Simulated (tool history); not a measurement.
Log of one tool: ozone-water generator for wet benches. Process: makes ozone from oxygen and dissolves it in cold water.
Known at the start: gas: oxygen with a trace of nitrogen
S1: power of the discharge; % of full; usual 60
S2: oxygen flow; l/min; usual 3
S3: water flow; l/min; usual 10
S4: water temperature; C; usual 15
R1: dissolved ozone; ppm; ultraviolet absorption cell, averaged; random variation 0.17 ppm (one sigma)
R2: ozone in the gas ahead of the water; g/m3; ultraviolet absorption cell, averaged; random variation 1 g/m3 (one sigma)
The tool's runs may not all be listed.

run     day  S1    S2  S3  S4    R1     R2
  1       0  60     3  10  15    23  174.7
  2   4.538  60  5.05  10  15    22  129.4
  3   7.908  60  5.05  10  15    22    130
  4  12.938  60  5.05  10  15  21.8    129
  5  19.192  55     3  10  15  21.9  163.4
  6    23.7  55     3  10  15  21.4  162.6
  7  27.692  55     3  10  15  21.6    164
  8  32.258  55     3  10  15  21.7    162
  9  36.112  55     3  15  15  14.9  161.4
 10  42.404  60     3   8  15  27.1  174.3
 11  47.829  60  3.65  10  15  22.5  154.4
 12  54.175  60     3  10  15  22.7  171.7
 13  59.338  60     3  10  15  22.6  171.4

The next listed run, before its measurement:
 14  62.379  60   3  10  15   ?   ?

{"run 14": {"R1": 22.4, "R2": 172.9}}
Without the tool's hidden state the same run would have given R1 23.4 ppm, R2 178.1 g/m3.
